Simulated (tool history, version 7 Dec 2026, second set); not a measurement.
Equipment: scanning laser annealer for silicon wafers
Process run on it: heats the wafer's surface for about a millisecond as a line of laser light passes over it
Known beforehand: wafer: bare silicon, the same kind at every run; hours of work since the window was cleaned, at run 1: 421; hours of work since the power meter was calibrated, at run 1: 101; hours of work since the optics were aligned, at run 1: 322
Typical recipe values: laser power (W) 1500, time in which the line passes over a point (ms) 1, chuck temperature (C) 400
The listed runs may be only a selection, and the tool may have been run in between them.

| run | day | laser power (W) | time in which the line passes over a point (ms) | chuck temperature (C) | hours of work since the window was cleaned | hours of work since the power meter was calibrated | hours of work since the optics were aligned | highest temperature of the surface (C) |
|---|---|---|---|---|---|---|---|---|
| 1 | 0 | 1500 | 1 | 400 | 421 | 101 | 322 | 1205 |
| 2 | 0.733 | 1500 | 1 | 400 | 435 | 114 | 336 | 1205 |
| 3 | 1.342 | 1500 | 1 | 400 | 446 | 126 | 348 | 1201 |
| 4 | 1.8 | 1500 | 1 | 400 | 455 | 134 | 356 | 1203 |
| 5 | 2.258 | 1500 | 1 | 400 | 463 | 143 | 365 | 1202 |
| 6 | 2.904 | 1500 | 1 | 400 | 475 | 155 | 377 | 1205 |
| 7 | 3.608 | 1500 | 1 | 400 | 489 | 168 | 390 | 1204 |
| 8 | 4.333 | 1545 | 1 | 400 | 502 | 182 | 404 | 1233 |
| 9 | 4.738 | 1545 | 1 | 400 | 510 | 190 | 411 | 1232 |
| 10 | 5.083 | 1545 | 1 | 363 | 516 | 196 | 418 | 1196 |
| 11 | 5.5 | 1545 | 1 | 363 | 524 | 204 | 426 | 1194 |
| 12 | 6.112 | 1545 | 1 | 363 | 536 | 215 | 437 | 1191 |
| 13 | 6.633 | 1545 | 1 | 363 | 545 | 225 | 447 | 1194 |
| 14 | 7.188 | 1545 | 1 | 363 | 556 | 236 | 457 | 1193 |
| 15 | 7.604 | 1648 | 1 | 363 | 564 | 243 | 465 | 1266 |
| 16 | 8.312 | 1555 | 1 | 400 | 577 | 257 | 478 | 1237 |
| 17 | 8.788 | 1555 | 1.09 | 409 | 586 | 266 | 487 | 1284 |
| 18 | 9.254 | 1454 | 0.92 | 361 | 595 | 274 | 496 | 1089 |
| 19 | 9.858 | 1454 | 0.92 | 361 | 606 | 286 | 507 | 1093 |
| 20 | 10.325 | 1454 | 0.92 | 361 | 615 | 294 | 516 | 1092 |
| 21 | 10.712 | 1540 | 0.97 | 374 | 622 | 302 | 523 | 1182 |
| 22 | 11.438 | 1297 | 1.11 | 427 | 635 | 315 | 537 | 1127 |
| 23 | 12.017 | 1454 | 1 | 400 | 646 | 326 | 548 | 1163 |
| 24 | 12.625 | 1391 | 1.13 | 430 | 658 | 338 | 559 | 1199 |
| 25 | 13.246 | 1397 | 1 | 400 | 669 | 349 | 571 | 1128 |
| 26 | 13.908 | 1488 | 0.8 | 400 | 682 | 362 | 583 | 1092 |
| 27 | 14.454 | 1488 | 0.8 | 413 | 692 | 372 | 594 | 1109 |
| 28 | 15.112 | 1468 | 0.8 | 413 | 704 | 384 | 606 | 1095 |
|  | 15.6 | window over the wafer cleaned |
| 29 | 15.854 | 1468 | 0.8 | 413 | 5 | 397 | 618 | 1111 |
| 30 | 16.258 | 1579 | 0.93 | 405 | 12 | 404 | 626 | 1236 |
| 31 | 16.583 | 1579 | 0.93 | 405 | 18 | 410 | 632 | 1240 |
| 32 | 16.992 | 1398 | 0.7 | 386 | 26 | 418 | 640 | 997 |

Below, some changes in highest temperature of the surface (C) between adjacent runs. For each, the amount present without the hidden state too (settings, incoming material, random variation) and the amount remaining for the hidden state with gauge scatter not shared by both compared results:
Hidden state at play: light that passes the window, % of a clean one's; laser's true power over the reading, %; width of the line over the set one, %; drift of the gauge itself on peak_c, C.
Run 17 -> 18: laser power (W) 1555 -> 1454, time in which the line passes over a point (ms) 1.09 -> 0.92, chuck temperature (C) 409 -> 361. highest temperature of the surface (C) -195: hidden state +6, all else -201.
Run 21 -> 22: laser power (W) 1540 -> 1297, time in which the line passes over a point (ms) 0.97 -> 1.11, chuck temperature (C) 374 -> 427. highest temperature of the surface (C) -55: hidden state +4, all else -59.
Run 28 -> 29: window over the wafer cleaned. highest temperature of the surface (C) +16: hidden state +16, all else +0.
Run 29 -> 30: laser power (W) 1468 -> 1579, time in which the line passes over a point (ms) 0.8 -> 0.93, chuck temperature (C) 413 -> 405. highest temperature of the surface (C) +125: hidden state -3, all else +128.
Run 31 -> 32: laser power (W) 1579 -> 1398, time in which the line passes over a point (ms) 0.93 -> 0.7, chuck temperature (C) 405 -> 386. highest temperature of the surface (C) -243: hidden state +4, all else -247.

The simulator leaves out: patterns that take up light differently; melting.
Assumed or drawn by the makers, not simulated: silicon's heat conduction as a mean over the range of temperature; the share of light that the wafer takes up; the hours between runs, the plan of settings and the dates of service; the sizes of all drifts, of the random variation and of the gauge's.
